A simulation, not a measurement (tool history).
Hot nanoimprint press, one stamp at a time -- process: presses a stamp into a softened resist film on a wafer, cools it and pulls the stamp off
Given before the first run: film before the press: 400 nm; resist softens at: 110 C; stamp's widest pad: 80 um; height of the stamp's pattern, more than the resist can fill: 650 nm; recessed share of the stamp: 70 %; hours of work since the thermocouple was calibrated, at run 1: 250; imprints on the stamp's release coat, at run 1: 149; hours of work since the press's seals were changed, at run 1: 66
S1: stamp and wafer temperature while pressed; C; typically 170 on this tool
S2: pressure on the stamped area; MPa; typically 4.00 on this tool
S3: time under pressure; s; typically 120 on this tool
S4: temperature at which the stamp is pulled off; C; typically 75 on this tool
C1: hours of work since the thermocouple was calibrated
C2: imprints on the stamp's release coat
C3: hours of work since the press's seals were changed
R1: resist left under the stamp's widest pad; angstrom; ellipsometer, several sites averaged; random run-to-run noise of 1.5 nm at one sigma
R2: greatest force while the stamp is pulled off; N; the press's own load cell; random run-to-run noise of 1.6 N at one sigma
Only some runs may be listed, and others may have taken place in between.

Run 1, day 0.000: usual settings; C1 250; C2 149; C3 66. Result: R1 2173 angstrom, R2 124 N.
Run 2, day 0.596: usual settings but S2 2.42 MPa; C1 257; C2 209; C3 74. Result: R1 2538 angstrom, R2 124 N.
Run 3, day 1.138: usual settings but S2 2.42 MPa; C1 265; C2 263; C3 81. Result: R1 2589 angstrom, R2 129 N.
Run 4, day 1.625: usual settings; C1 271; C2 312; C3 87. Result: R1 2150 angstrom, R2 123 N.
Run 5, day 2.233: usual settings but S2 4.29 MPa; C1 279; C2 373; C3 95. Result: R1 2108 angstrom, R2 124 N.
Run 6, day 2.896: usual settings but S2 4.29 MPa; C1 288; C2 439; C3 104. Result: R1 2126 angstrom, R2 129 N.
Run 7, day 3.608: usual settings but S2 4.29 MPa; C1 297; C2 510; C3 113. Result: R1 2096 angstrom, R2 130 N.
Run 8, day 4.192: usual settings but S2 2.71 MPa, S4 72 C; C1 305; C2 568; C3 121. Result: R1 2451 angstrom, R2 132 N.
Run 9, day 4.933: usual settings but S3 213 s, S4 65 C; C1 314; C2 642; C3 131. Result: R1 1713 angstrom, R2 152 N.
Run 10, day 5.917: usual settings but S2 3.13 MPa, S3 93 s, S4 79 C; C1 327; C2 741; C3 143. Result: R1 2570 angstrom, R2 122 N.
Run 11, day 6.667: usual settings but S2 3.13 MPa, S3 183 s, S4 78 C; C1 337; C2 816; C3 153. Result: R1 2017 angstrom, R2 126 N.
Run 12, day 7.125: usual settings but S4 77 C; C1 343; C2 862; C3 159. Result: R1 2149 angstrom, R2 126 N.

Some steps in R1 between neighbouring runs. How much of each would the tool show without its hidden state too (settings, what came in, random variation), and how much is left for the hidden state, with any gauge scatter that isn't in both results?
The tool's hidden condition here consists of: true temperature over the reading, C; pressure that arrives at the usual setting, %; grip of the stamp's worn release coat, % over a new coat's; drift of the gauge itself on residual_nm, %; drift of the gauge itself on pull_off_n, %.
Run 9 -> 10: S2 4.00 -> 3.13, S3 213 -> 93, S4 65 -> 79. R1 +857 angstrom: hidden state -15, all else +872.

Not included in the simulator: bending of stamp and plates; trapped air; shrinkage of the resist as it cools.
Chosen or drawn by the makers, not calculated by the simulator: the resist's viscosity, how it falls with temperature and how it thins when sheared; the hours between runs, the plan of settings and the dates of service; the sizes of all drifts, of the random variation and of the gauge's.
